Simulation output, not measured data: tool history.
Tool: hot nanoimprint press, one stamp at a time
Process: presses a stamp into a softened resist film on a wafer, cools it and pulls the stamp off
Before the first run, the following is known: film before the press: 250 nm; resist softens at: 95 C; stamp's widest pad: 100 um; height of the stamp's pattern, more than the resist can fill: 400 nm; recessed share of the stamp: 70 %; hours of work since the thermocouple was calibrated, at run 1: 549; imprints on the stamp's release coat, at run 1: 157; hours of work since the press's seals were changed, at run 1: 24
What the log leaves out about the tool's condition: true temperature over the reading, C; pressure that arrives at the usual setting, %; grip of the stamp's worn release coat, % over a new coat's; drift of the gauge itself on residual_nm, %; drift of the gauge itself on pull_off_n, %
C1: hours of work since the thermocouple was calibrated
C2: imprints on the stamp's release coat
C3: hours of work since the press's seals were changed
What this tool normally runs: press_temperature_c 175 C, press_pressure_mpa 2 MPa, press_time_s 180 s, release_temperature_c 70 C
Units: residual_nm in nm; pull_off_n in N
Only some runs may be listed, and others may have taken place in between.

run 1 day=0 | press_temperature_c=175 press_pressure_mpa=2 press_time_s=180 release_temperature_c=70 | C1=549 C2=157 C3=24 | residual_nm=92.5 pull_off_n=206
run 2 day=0.458 | press_temperature_c=175 press_pressure_mpa=2 press_time_s=123 release_temperature_c=70 | C1=556 C2=183 C3=31 | residual_nm=107 pull_off_n=205
run 3 day=0.692 | press_temperature_c=175 press_pressure_mpa=2 press_time_s=180 release_temperature_c=70 | C1=560 C2=196 C3=35 | residual_nm=92.3 pull_off_n=203
run 4 day=1.2 | press_temperature_c=175 press_pressure_mpa=2 press_time_s=167 release_temperature_c=70 | C1=567 C2=224 C3=42 | residual_nm=95.2 pull_off_n=203
run 5 day=1.604 | press_temperature_c=175 press_pressure_mpa=2 press_time_s=167 release_temperature_c=70 | C1=573 C2=247 C3=49 | residual_nm=94.8 pull_off_n=208
run 6 day=2.108 | press_temperature_c=175 press_pressure_mpa=2 press_time_s=167 release_temperature_c=70 | C1=581 C2=275 C3=56 | residual_nm=96.1 pull_off_n=210
run 7 day=2.438 | press_temperature_c=175 press_pressure_mpa=2 press_time_s=180 release_temperature_c=69 | C1=586 C2=294 C3=61 | residual_nm=92.8 pull_off_n=206
run 8 day=2.967 | press_temperature_c=175 press_pressure_mpa=2 press_time_s=180 release_temperature_c=69 | C1=594 C2=323 C3=69 | residual_nm=92.4 pull_off_n=212
-- day=3.238 plate thermocouple calibrated
run 9 day=3.354 | press_temperature_c=179 press_pressure_mpa=2 press_time_s=180 release_temperature_c=69 | C1=2 C2=338 C3=73 | residual_nm=86 pull_off_n=223
run 10 day=3.592 | press_temperature_c=166 press_pressure_mpa=2 press_time_s=180 release_temperature_c=69 | C1=5 C2=351 C3=77 | residual_nm=134.8 pull_off_n=224
run 11 day=3.971 | press_temperature_c=166 press_pressure_mpa=2 press_time_s=180 release_temperature_c=69 | C1=11 C2=372 C3=82 | residual_nm=135.1 pull_off_n=225
run 12 day=4.383 | press_temperature_c=175 press_pressure_mpa=2 press_time_s=180 release_temperature_c=75 | C1=17 C2=395 C3=89 | residual_nm=98.9 pull_off_n=191
run 13 day=4.896 | press_temperature_c=175 press_pressure_mpa=2 press_time_s=180 release_temperature_c=75 | C1=25 C2=424 C3=96 | residual_nm=98.9 pull_off_n=194
run 14 day=5.375 | press_temperature_c=175 press_pressure_mpa=2 press_time_s=180 release_temperature_c=75 | C1=32 C2=451 C3=104 | residual_nm=99.1 pull_off_n=195
run 15 day=5.892 | press_temperature_c=175 press_pressure_mpa=2 press_time_s=180 release_temperature_c=75 | C1=40 C2=480 C3=111 | residual_nm=100 pull_off_n=193
run 16 day=6.167 | press_temperature_c=175 press_pressure_mpa=2 press_time_s=180 release_temperature_c=75 | C1=44 C2=495 C3=115 | residual_nm=99.1 pull_off_n=194
run 17 day=6.575 | press_temperature_c=183 press_pressure_mpa=2 press_time_s=180 release_temperature_c=62 | C1=50 C2=518 C3=122 | residual_nm=74.8 pull_off_n=259
run 18 day=6.975 | press_temperature_c=164 press_pressure_mpa=1.68 press_time_s=180 release_temperature_c=75 | C1=56 C2=541 C3=128 | residual_nm=153.1 pull_off_n=196
run 19 day=7.346 | press_temperature_c=175 press_pressure_mpa=1.99 press_time_s=348 release_temperature_c=70 | C1=62 C2=562 C3=133 | residual_nm=75.7 pull_off_n=227
run 20 day=7.771 | press_temperature_c=177 press_pressure_mpa=1.26 press_time_s=168 release_temperature_c=73 | C1=68 C2=585 C3=140 | residual_nm=117.1 pull_off_n=211
run 21 day=8.008 | press_temperature_c=177 press_pressure_mpa=1.26 press_time_s=168 release_temperature_c=73 | C1=72 C2=599 C3=143 | residual_nm=118.2 pull_off_n=211
run 22 day=8.417 | press_temperature_c=181 press_pressure_mpa=1.81 press_time_s=160 release_temperature_c=73 | C1=78 C2=621 C3=149 | residual_nm=87.8 pull_off_n=211
run 23 day=8.867 | press_temperature_c=181 press_pressure_mpa=1.81 press_time_s=160 release_temperature_c=73 | C1=85 C2=647 C3=156 | residual_nm=88.7 pull_off_n=213
run 24 day=9.242 | press_temperature_c=168 press_pressure_mpa=1.81 press_time_s=160 release_temperature_c=57 | C1=90 C2=668 C3=162 | residual_nm=136.4 pull_off_n=308
run 25 day=9.492 | press_temperature_c=167 press_pressure_mpa=1.81 press_time_s=160 release_temperature_c=57 | C1=94 C2=682 C3=166 | residual_nm=140.6 pull_off_n=303
run 26 day=9.825 | press_temperature_c=167 press_pressure_mpa=2.64 press_time_s=160 release_temperature_c=57 | C1=99 C2=700 C3=171 | residual_nm=120.1 pull_off_n=307
run 27 day=10.258 | press_temperature_c=175 press_pressure_mpa=2.49 press_time_s=180 release_temperature_c=71 | C1=106 C2=725 C3=177 | residual_nm=88.2 pull_off_n=223
run 28 day=10.496 | press_temperature_c=175 press_pressure_mpa=2.49 press_time_s=180 release_temperature_c=71 | C1=109 C2=738 C3=181 | residual_nm=88.2 pull_off_n=224
run 29 day=11.004 | press_temperature_c=175 press_pressure_mpa=2.49 press_time_s=180 release_temperature_c=71 | C1=117 C2=766 C3=188 | residual_nm=88.3 pull_off_n=224
run 30 day=11.25 | press_temperature_c=175 press_pressure_mpa=2 press_time_s=169 release_temperature_c=63 | C1=121 C2=780 C3=192 | residual_nm=100.4 pull_off_n=278

For each entry between runs, how does the tool's hidden state at the last listed run before it compare with that at the first listed run after it?
Logged between run 8 and run 9: plate thermocouple calibrated (day 3.238)
  true temperature over the reading, C: 1.99 -> -0.13; pressure that arrives at the usual setting, %: 98.93 -> 98.91; grip of the stamp's worn release coat, % over a new coat's: 5.5 -> 5.7
  measured result minus the result with no hidden state, residual_nm: -6.1 -> +0.9 nm; pull_off_n: +1 -> +13 N
